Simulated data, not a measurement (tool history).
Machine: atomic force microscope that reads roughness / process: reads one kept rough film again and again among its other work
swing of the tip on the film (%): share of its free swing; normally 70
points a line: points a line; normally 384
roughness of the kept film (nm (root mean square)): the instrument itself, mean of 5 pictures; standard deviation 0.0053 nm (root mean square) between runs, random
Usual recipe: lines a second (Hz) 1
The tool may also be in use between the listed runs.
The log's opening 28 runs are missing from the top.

| run | hour | lines a second (Hz) | swing of the tip on the film (%) | points a line | pictures with this tip | hours of work since the height scale was calibrated | roughness of the kept film (nm (root mean square)) |
|---|---|---|---|---|---|---|---|
| 29 | 234.2 | 1.48 | 83 | 384 | 139 | 327 | 2.878 |
| 30 | 240.6 | 1 | 73 | 811 | 151 | 332 | 3.18 |
| 31 | 251.8 | 1 | 62 | 859 | 172 | 340 | 3.282 |
| 32 | 259.5 | 0.84 | 63 | 782 | 187 | 345 | 3.307 |
| 33 | 266.6 | 0.84 | 63 | 782 | 200 | 350 | 3.302 |
|  | 269.6 | new tip fitted |
| 34 | 272.8 | 0.79 | 63 | 782 | 6 | 354 | 3.307 |
| 35 | 277.8 | 1.57 | 90 | 752 | 15 | 357 | 2.697 |
| 36 | 284.2 | 1.64 | 61 | 384 | 28 | 362 | 3.219 |
| 37 | 291.7 | 0.63 | 85 | 322 | 42 | 367 | 3.137 |
| 38 | 298.5 | 1 | 64 | 398 | 54 | 372 | 3.267 |
| 39 | 307.4 | 1 | 70 | 514 | 71 | 378 | 3.217 |
| 40 | 319.1 | 2.56 | 70 | 384 | 94 | 386 | 2.94 |
| 41 | 330.1 | 1.52 | 70 | 637 | 114 | 394 | 3.124 |
| 42 | 336.5 | 0.97 | 69 | 810 | 126 | 398 | 3.239 |
| 43 | 342.9 | 1.44 | 58 | 832 | 139 | 402 | 3.283 |
| 44 | 347.9 | 3.61 | 78 | 832 | 148 | 406 | 2.534 |
| 45 | 354.2 | 2.04 | 70 | 823 | 160 | 410 | 3.03 |
| 46 | 359.6 | 1 | 69 | 384 | 170 | 414 | 3.218 |
| 47 | 365.4 | 1 | 62 | 384 | 181 | 418 | 3.292 |
| 48 | 374.1 | 3.32 | 56 | 795 | 198 | 424 | 3.146 |
|  | 378.9 | new tip fitted |
| 49 | 381.8 | 0.79 | 55 | 958 | 5 | 429 | 3.362 |
| 50 | 393.2 | 0.69 | 55 | 958 | 27 | 437 | 3.357 |
| 51 | 403.1 | 3.93 | 69 | 668 | 46 | 444 | 2.776 |
| 52 | 410.8 | 3.93 | 69 | 452 | 60 | 449 | 2.767 |
| 53 | 420.9 | 2.93 | 70 | 973 | 79 | 456 | 2.886 |

What if the next run were any one of these 4? Each begins from the tool's condition after run 53:
| A | 429 | 1.57 | 60 | 877 | 95 | 462 | ? |
| B | 429 | 1.45 | 60 | 296 | 95 | 462 | ? |
| C | 429 | 1 | 70 | 299 | 95 | 462 | ? |
| D | 429 | 1 | 70 | 901 | 95 | 462 | ? |

| run | roughness of the kept film (nm (root mean square)) |
|---|---|
| A | 3.251 |
| B | 3.244 |
| C | 3.209 |
| D | 3.216 |
Stripped of hidden state, with their random variation kept, the same runs would have yielded:
| run | roughness of the kept film (nm (root mean square)) |
|---|---|
| A | 3.254 |
| B | 3.248 |
| C | 3.212 |
| D | 3.219 |
